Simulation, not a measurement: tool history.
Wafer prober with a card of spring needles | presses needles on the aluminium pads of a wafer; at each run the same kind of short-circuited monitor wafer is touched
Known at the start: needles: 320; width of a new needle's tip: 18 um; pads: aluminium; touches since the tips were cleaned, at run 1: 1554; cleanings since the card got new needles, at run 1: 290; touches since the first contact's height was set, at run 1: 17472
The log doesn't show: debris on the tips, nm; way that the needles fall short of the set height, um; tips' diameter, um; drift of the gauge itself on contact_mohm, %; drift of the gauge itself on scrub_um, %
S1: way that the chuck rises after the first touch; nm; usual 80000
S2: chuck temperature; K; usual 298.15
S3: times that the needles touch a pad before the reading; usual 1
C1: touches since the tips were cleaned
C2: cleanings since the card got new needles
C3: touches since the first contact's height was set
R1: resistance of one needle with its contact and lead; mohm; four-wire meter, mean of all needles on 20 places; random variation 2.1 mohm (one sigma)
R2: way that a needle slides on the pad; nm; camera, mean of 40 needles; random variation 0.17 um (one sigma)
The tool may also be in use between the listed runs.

run	hour	S1	S2	S3	C1	C2	C3	R1	R2
1	0	80000	298.15	1	1554	290	17472	336	17570
# hour 0.9: tips cleaned on abrasive film
# hour 4.1: tips cleaned on abrasive film
# hour 16.1: card fitted with new needles
# hour 19.3: tips cleaned on abrasive film
# hour 23.2: tips cleaned on abrasive film
# hour 27.2: tips cleaned on abrasive film
# hour 31.2: tips cleaned on abrasive film
# hour 34.4: tips cleaned on abrasive film
# hour 38.3: tips cleaned on abrasive film
# hour 42.3: tips cleaned on abrasive film
# hour 46.3: tips cleaned on abrasive film
# hour 50.2: tips cleaned on abrasive film
# hour 54.2: tips cleaned on abrasive film
2	56.8	80000	298.15	1	1593	10	24746	285	17510
# hour 57.6: tips cleaned on abrasive film
# hour 61.6: tips cleaned on abrasive film
# hour 64.8: tips cleaned on abrasive film
# hour 68.8: tips cleaned on abrasive film
# hour 72.7: tips cleaned on abrasive film
# hour 75.9: tips cleaned on abrasive film
# hour 79.9: tips cleaned on abrasive film
# hour 83.9: tips cleaned on abrasive film
# hour 87.8: tips cleaned on abrasive film
# hour 91: tips cleaned on abrasive film
# hour 95: tips cleaned on abrasive film
# hour 98.2: tips cleaned on abrasive film
3	100.9	80000	298.15	1	1711	22	51540	298	17040
# hour 101.8: tips cleaned on abrasive film
# hour 105: tips cleaned on abrasive film
# hour 109: tips cleaned on abrasive film
# hour 112.9: tips cleaned on abrasive film
# hour 116.9: tips cleaned on abrasive film
# hour 120.9: tips cleaned on abrasive film
# hour 124.1: tips cleaned on abrasive film
# hour 128: tips cleaned on abrasive film
# hour 132: tips cleaned on abrasive film
# hour 136: tips cleaned on abrasive film
# hour 139.2: tips cleaned on abrasive film
# hour 143.1: tips cleaned on abrasive film
# hour 146.3: tips cleaned on abrasive film
# hour 150.3: tips cleaned on abrasive film
# hour 154.3: tips cleaned on abrasive film
# hour 158.2: tips cleaned on abrasive film
4	160.2	80000	298.15	1	1233	38	87501	282	16710
# hour 161.9: tips cleaned on abrasive film
# hour 165.1: tips cleaned on abrasive film
# hour 169: tips cleaned on abrasive film
# hour 173: tips cleaned on abrasive film
# hour 176.2: tips cleaned on abrasive film
# hour 180.2: tips cleaned on abrasive film
# hour 184.1: tips cleaned on abrasive film
# hour 188.1: tips cleaned on abrasive film
# hour 192.1: tips cleaned on abrasive film
# hour 196: tips cleaned on abrasive film
# hour 200: tips cleaned on abrasive film
# hour 204: tips cleaned on abrasive film
# hour 207.9: tips cleaned on abrasive film
# hour 211.9: tips cleaned on abrasive film
# hour 215.9: tips cleaned on abrasive film
# hour 219.8: tips cleaned on abrasive film
# hour 223.8: tips cleaned on abrasive film
# hour 227.8: tips cleaned on abrasive film
5	230.1	80000	298.15	1	1418	56	129919	295	16310
# hour 231.7: tips cleaned on abrasive film
# hour 234.9: tips cleaned on abrasive film
# hour 238.9: tips cleaned on abrasive film
# hour 242.8: tips cleaned on abrasive film
# hour 246.8: tips cleaned on abrasive film
# hour 250.8: tips cleaned on abrasive film
# hour 254.7: tips cleaned on abrasive film
# hour 258.7: tips cleaned on abrasive film
# hour 261.9: tips cleaned on abrasive film
# hour 265.9: tips cleaned on abrasive film
# hour 269.1: tips cleaned on abrasive film
# hour 273: tips cleaned on abrasive film
# hour 277: tips cleaned on abrasive film
# hour 281: tips cleaned on abrasive film
# hour 282: height of the first contact set anew
6	283	80000	298.15	1	1081	70	598	285	17380
# hour 284.7: tips cleaned on abrasive film
# hour 288.6: tips cleaned on abrasive film
# hour 291.8: tips cleaned on abrasive film
# hour 295.8: tips cleaned on abrasive film
# hour 299: tips cleaned on abrasive film
# hour 302.2: tips cleaned on abrasive film
# hour 306.1: tips cleaned on abrasive film
# hour 310.1: tips cleaned on abrasive film
# hour 314.1: tips cleaned on abrasive film
# hour 318.1: tips cleaned on abrasive film
# hour 322: tips cleaned on abrasive film
# hour 326: tips cleaned on abrasive film
# hour 330: tips cleaned on abrasive film
# hour 333.2: tips cleaned on abrasive film
# hour 337.1: tips cleaned on abrasive film
# hour 341.1: tips cleaned on abrasive film
# hour 345.1: tips cleaned on abrasive film
# hour 348.3: tips cleaned on abrasive film
# hour 351.5: tips cleaned on abrasive film
# hour 355.4: tips cleaned on abrasive film
# hour 358.6: tips cleaned on abrasive film
# hour 362.6: tips cleaned on abrasive film
# hour 366.6: tips cleaned on abrasive film
7	368.8	80000	298.15	1	1384	93	52631	291	16820
# hour 370.4: tips cleaned on abrasive film
# hour 374.4: tips cleaned on abrasive film
# hour 378.4: tips cleaned on abrasive film
# hour 382.3: tips cleaned on abrasive film
# hour 385.5: tips cleaned on abrasive film
# hour 389.5: tips cleaned on abrasive film
# hour 392.7: tips cleaned on abrasive film
# hour 396.6: tips cleaned on abrasive film
# hour 399.8: tips cleaned on abrasive film
# hour 403.8: tips cleaned on abrasive film
# hour 407: tips cleaned on abrasive film
8	408.4	80000	370.15	1	889	104	76673	285	16760
# hour 410.9: tips cleaned on abrasive film
# hour 414: tips cleaned on abrasive film
# hour 418: tips cleaned on abrasive film
# hour 422: tips cleaned on abrasive film
# hour 426: tips cleaned on abrasive film
# hour 429.9: tips cleaned on abrasive film
# hour 433.1: tips cleaned on abrasive film
# hour 436.3: tips cleaned on abrasive film
# hour 440.3: tips cleaned on abrasive film
# hour 444.2: tips cleaned on abrasive film
# hour 447.4: tips cleaned on abrasive film
# hour 451.4: tips cleaned on abrasive film
9	453.6	72000	306.15	2	1373	116	104092	287	14950
# hour 455.3: tips cleaned on abrasive film
# hour 459.2: tips cleaned on abrasive film
# hour 463.2: tips cleaned on abrasive film
# hour 466.4: tips cleaned on abrasive film
# hour 470.4: tips cleaned on abrasive film
# hour 473.6: tips cleaned on abrasive film
# hour 477.5: tips cleaned on abrasive film
# hour 480.7: tips cleaned on abrasive film
# hour 484.7: tips cleaned on abrasive film
# hour 487.9: tips cleaned on abrasive film
# hour 491.9: tips cleaned on abrasive film
# hour 495.8: tips cleaned on abrasive film
# hour 499: tips cleaned on abrasive film
# hour 503: tips cleaned on abrasive film
10	504.9	73000	357.15	3	1217	130	135216	277	14880
# hour 506.6: tips cleaned on abrasive film
# hour 509.8: tips cleaned on abrasive film
# hour 513: tips cleaned on abrasive film
# hour 516.9: tips cleaned on abrasive film
# hour 520.9: tips cleaned on abrasive film
# hour 524.9: tips cleaned on abrasive film
# hour 528.9: tips cleaned on abrasive film
# hour 532.8: tips cleaned on abrasive film
# hour 536.8: tips cleaned on abrasive film
# hour 540: tips cleaned on abrasive film
# hour 543.9: tips cleaned on abrasive film
# hour 547.9: tips cleaned on abrasive film
# hour 548.2: height of the first contact set anew
# hour 552.2: tips cleaned on abrasive film
# hour 555.4: tips cleaned on abrasive film
# hour 559: tips cleaned on abrasive film
11	559	73000	357.15	3	0	145	6503	248	15980
# hour 562.9: tips cleaned on abrasive film
# hour 566.9: tips cleaned on abrasive film
# hour 570.9: tips cleaned on abrasive film
# hour 574.8: tips cleaned on abrasive film
# hour 578: tips cleaned on abrasive film
# hour 582: tips cleaned on abrasive film
# hour 586: tips cleaned on abrasive film
# hour 589.9: tips cleaned on abrasive film
# hour 593.9: tips cleaned on abrasive film
# hour 597.9: tips cleaned on abrasive film
# hour 601.1: tips cleaned on abrasive film
# hour 605: tips cleaned on abrasive film
# hour 608.2: tips cleaned on abrasive film
# hour 612.2: tips cleaned on abrasive film
# hour 615.4: tips cleaned on abrasive film
# hour 619.4: tips cleaned on abrasive film
12	619.6	73000	357.15	1	137	161	43298	262	15280
# hour 622.8: tips cleaned on abrasive film
# hour 626.7: tips cleaned on abrasive film
# hour 629.9: tips cleaned on abrasive film
# hour 633.9: tips cleaned on abrasive film
# hour 637.1: tips cleaned on abrasive film
# hour 641.1: tips cleaned on abrasive film
# hour 645: tips cleaned on abrasive film
# hour 649: tips cleaned on abrasive film
# hour 653: tips cleaned on abrasive film
# hour 656.9: tips cleaned on abrasive film
# hour 660.9: tips cleaned on abrasive film
# hour 664.9: tips cleaned on abrasive film
# hour 668.1: tips cleaned on abrasive film
# hour 672: tips cleaned on abrasive film
# hour 676: tips cleaned on abrasive film
# hour 680: tips cleaned on abrasive film
# hour 683.9: tips cleaned on abrasive film
# hour 687.9: tips cleaned on abrasive film
# hour 691.9: tips cleaned on abrasive film
# hour 695.8: tips cleaned on abrasive film
# hour 699.8: tips cleaned on abrasive film
13	702.6	73000	350.15	3	1709	182	93723	288	15320
# hour 703.4: tips cleaned on abrasive film
# hour 706.6: tips cleaned on abrasive film
# hour 710.6: tips cleaned on abrasive film
# hour 713.8: tips cleaned on abrasive film
# hour 717.8: tips cleaned on abrasive film
# hour 720.9: tips cleaned on abrasive film
# hour 724.9: tips cleaned on abrasive film
# hour 728.9: tips cleaned on abrasive film
# hour 732.9: tips cleaned on abrasive film
# hour 736.8: tips cleaned on abrasive film
# hour 740: tips cleaned on abrasive film
# hour 744: tips cleaned on abrasive film
# hour 748: tips cleaned on abrasive film
# hour 751.9: tips cleaned on abrasive film
# hour 755.9: tips cleaned on abrasive film
# hour 759.1: tips cleaned on abrasive film
# hour 763.1: tips cleaned on abrasive film
# hour 767: tips cleaned on abrasive film
# hour 771: tips cleaned on abrasive film
# hour 775: tips cleaned on abrasive film
# hour 778.9: tips cleaned on abrasive film
# hour 782.1: tips cleaned on abrasive film
14	783.4	74000	298.15	2	817	204	142775	277	15100

3 ways to go on from here, each from the tool as it stands after run 14. What would each give?
# hour 785.9: tips cleaned on abrasive film
# hour 789: tips cleaned on abrasive film
# hour 793: tips cleaned on abrasive film
# hour 797: tips cleaned on abrasive film
# hour 801: tips cleaned on abrasive film
# hour 804.1: tips cleaned on abrasive film
# hour 808.1: tips cleaned on abrasive film
# hour 811.3: tips cleaned on abrasive film
# hour 813.9: height of the first contact set anew
# hour 815.6: tips cleaned on abrasive film
# hour 819.5: tips cleaned on abrasive film
# hour 823.5: tips cleaned on abrasive film
A	825.9	88000	370.15	1	1456	215	7245	?	?
# hour 785.9: tips cleaned on abrasive film
# hour 789: tips cleaned on abrasive film
# hour 793: tips cleaned on abrasive film
# hour 797: tips cleaned on abrasive film
# hour 801: tips cleaned on abrasive film
# hour 804.1: tips cleaned on abrasive film
# hour 808.1: tips cleaned on abrasive film
# hour 811.3: tips cleaned on abrasive film
# hour 813.9: height of the first contact set anew
# hour 815.6: tips cleaned on abrasive film
# hour 819.5: tips cleaned on abrasive film
# hour 823.5: tips cleaned on abrasive film
B	825.9	92000	341.15	1	1456	215	7245	?	?
# hour 785.9: tips cleaned on abrasive film
# hour 789: tips cleaned on abrasive film
# hour 793: tips cleaned on abrasive film
# hour 797: tips cleaned on abrasive film
# hour 801: tips cleaned on abrasive film
# hour 804.1: tips cleaned on abrasive film
# hour 808.1: tips cleaned on abrasive film
# hour 811.3: tips cleaned on abrasive film
# hour 813.9: height of the first contact set anew
# hour 815.6: tips cleaned on abrasive film
# hour 819.5: tips cleaned on abrasive film
# hour 823.5: tips cleaned on abrasive film
C	825.9	87000	298.15	1	1456	215	7245	?	?

run	R1	R2
A	305	19470
B	297	20010
C	301	18700
Without the tool's hidden state the same runs would have given:
run	R1	R2
A	241	19520
B	235	20060
C	228	18750
